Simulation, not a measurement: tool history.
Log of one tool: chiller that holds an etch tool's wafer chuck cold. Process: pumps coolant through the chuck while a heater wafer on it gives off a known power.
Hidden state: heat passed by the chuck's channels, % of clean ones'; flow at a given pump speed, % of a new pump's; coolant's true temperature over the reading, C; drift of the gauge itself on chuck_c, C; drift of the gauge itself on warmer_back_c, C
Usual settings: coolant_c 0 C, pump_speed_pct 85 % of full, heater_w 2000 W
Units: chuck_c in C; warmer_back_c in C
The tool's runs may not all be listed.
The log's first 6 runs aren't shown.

| run | day | coolant_c | pump_speed_pct | heater_w | hours since the coolant was changed and the channels were flushed | hours since the pump was overhauled | hours since the chiller's thermometer was calibrated | chuck_c | warmer_back_c |
|---|---|---|---|---|---|---|---|---|---|
| 7 | 12.479 | 0 | 92 | 2000 | 1845 | 2868 | 517 | 20.4 | 7.95 |
| 8 | 14.592 | 0 | 85 | 2000 | 1896 | 2919 | 567 | 21.9 | 8.65 |
| 9 | 17.154 | -6 | 85 | 2000 | 1957 | 2981 | 629 | 16 | 8.67 |
| 10 | 18.821 | -6 | 85 | 2000 | 1997 | 3021 | 669 | 16 | 8.63 |
| 11 | 21.708 | 0 | 89 | 2000 | 2067 | 3090 | 738 | 21.3 | 8.27 |
| 12 | 24.296 | 0 | 85 | 2000 | 2129 | 3152 | 800 | 22 | 8.61 |
| 13 | 26.654 | 0 | 85 | 2000 | 2185 | 3209 | 857 | 22.3 | 8.62 |
| 14 | 29.725 | 0 | 85 | 2000 | 2259 | 3282 | 930 | 22.2 | 8.64 |
| 15 | 32.883 | 0 | 85 | 2000 | 2335 | 3358 | 1006 | 22.3 | 8.67 |
| 16 | 35.667 | 0 | 85 | 2000 | 2402 | 3425 | 1073 | 22.4 | 8.73 |
| 17 | 38.45 | 0 | 85 | 2000 | 2469 | 3492 | 1140 | 22.5 | 8.71 |
| 18 | 41.225 | 0 | 68 | 1035 | 2535 | 3558 | 1206 | 13.8 | 5.76 |
| 19 | 42.783 | 6 | 97 | 1035 | 2572 | 3596 | 1244 | 16.3 | 3.99 |
|  | 43.012 | chiller's thermometer calibrated |
| 20 | 45.738 | 6 | 97 | 1035 | 2642 | 3666 | 65 | 16.2 | 3.93 |
| 21 | 47.35 | 0 | 65 | 2000 | 2681 | 3704 | 104 | 28.1 | 11.6 |
| 22 | 49.292 | 0 | 90 | 2572 | 2728 | 3751 | 151 | 27.7 | 10.53 |
| 23 | 52.267 | 0 | 85 | 1817 | 2799 | 3822 | 222 | 20.6 | 8.02 |
| 24 | 53.888 | 0 | 85 | 1817 | 2838 | 3861 | 261 | 20.5 | 7.93 |

The next listed run, before its measurement:
|  | 57.321 | chiller's thermometer calibrated, once more |
| 25 | 57.321 | 0 | 87 | 2000 | 2919 | 3943 | 0 | ? | ? |

{"run 25": {"chuck_c": 22.8, "warmer_back_c": 8.53}}
Without the tool's hidden state the same run would have given chuck_c 20.1 C, warmer_back_c 7.96 C.
